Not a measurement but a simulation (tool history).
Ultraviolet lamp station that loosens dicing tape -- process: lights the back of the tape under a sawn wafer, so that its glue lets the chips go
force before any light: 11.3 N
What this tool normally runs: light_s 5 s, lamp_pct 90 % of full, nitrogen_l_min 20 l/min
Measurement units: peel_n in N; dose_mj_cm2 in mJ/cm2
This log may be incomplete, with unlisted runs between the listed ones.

{"run": 1, "hour": 0.0, "light_s": 5, "lamp_pct": 90, "nitrogen_l_min": 20, "peel_n": 0.817, "dose_mj_cm2": 508}
{"run": 2, "hour": 17.9, "light_s": 5, "lamp_pct": 90, "nitrogen_l_min": 20, "peel_n": 0.791, "dose_mj_cm2": 508}
{"run": 3, "hour": 28.0, "light_s": 5, "lamp_pct": 90, "nitrogen_l_min": 20, "peel_n": 0.816, "dose_mj_cm2": 504}
{"run": 4, "hour": 39.7, "light_s": 5, "lamp_pct": 66, "nitrogen_l_min": 20, "peel_n": 1.607, "dose_mj_cm2": 372}
{"run": 5, "hour": 55.2, "light_s": 5, "lamp_pct": 66, "nitrogen_l_min": 20, "peel_n": 1.6, "dose_mj_cm2": 374}
{"run": 6, "hour": 65.2, "light_s": 5, "lamp_pct": 62, "nitrogen_l_min": 20, "peel_n": 1.904, "dose_mj_cm2": 348}
{"run": 7, "hour": 82.1, "light_s": 5, "lamp_pct": 62, "nitrogen_l_min": 20, "peel_n": 1.741, "dose_mj_cm2": 346}
{"run": 8, "hour": 93.5, "light_s": 5, "lamp_pct": 100, "nitrogen_l_min": 20, "peel_n": 0.603, "dose_mj_cm2": 569}
{"run": 9, "hour": 101.2, "light_s": 5, "lamp_pct": 100, "nitrogen_l_min": 20, "peel_n": 0.635, "dose_mj_cm2": 566}
{"run": 10, "hour": 111.7, "light_s": 5, "lamp_pct": 90, "nitrogen_l_min": 20, "peel_n": 0.798, "dose_mj_cm2": 507}
{"run": 11, "hour": 124.8, "light_s": 5, "lamp_pct": 90, "nitrogen_l_min": 20, "peel_n": 0.815, "dose_mj_cm2": 509}
{"run": 12, "hour": 142.8, "light_s": 7, "lamp_pct": 72, "nitrogen_l_min": 9, "peel_n": 1.044, "dose_mj_cm2": 568}
{"run": 13, "hour": 152.4, "light_s": 8, "lamp_pct": 90, "nitrogen_l_min": 11, "peel_n": 0.349, "dose_mj_cm2": 806}
{"run": 14, "hour": 167.8, "light_s": 5, "lamp_pct": 90, "nitrogen_l_min": 10, "peel_n": 1.262, "dose_mj_cm2": 504}
{"run": 15, "hour": 183.3, "light_s": 2, "lamp_pct": 90, "nitrogen_l_min": 10, "peel_n": 4.714, "dose_mj_cm2": 204}

Estimate the outcome of run 16 from the log above:
{"run": 16, "hour": 193.8, "light_s": 4, "lamp_pct": 90, "nitrogen_l_min": 11, "peel_n": "?", "dose_mj_cm2": "?"}

Run 16 yielded peel_n 1.854 N, dose_mj_cm2 405 mJ/cm2.
With the hidden condition absent and the run-to-run variation left alone, this run would have shown peel_n 1.848 N, dose_mj_cm2 406 mJ/cm2.
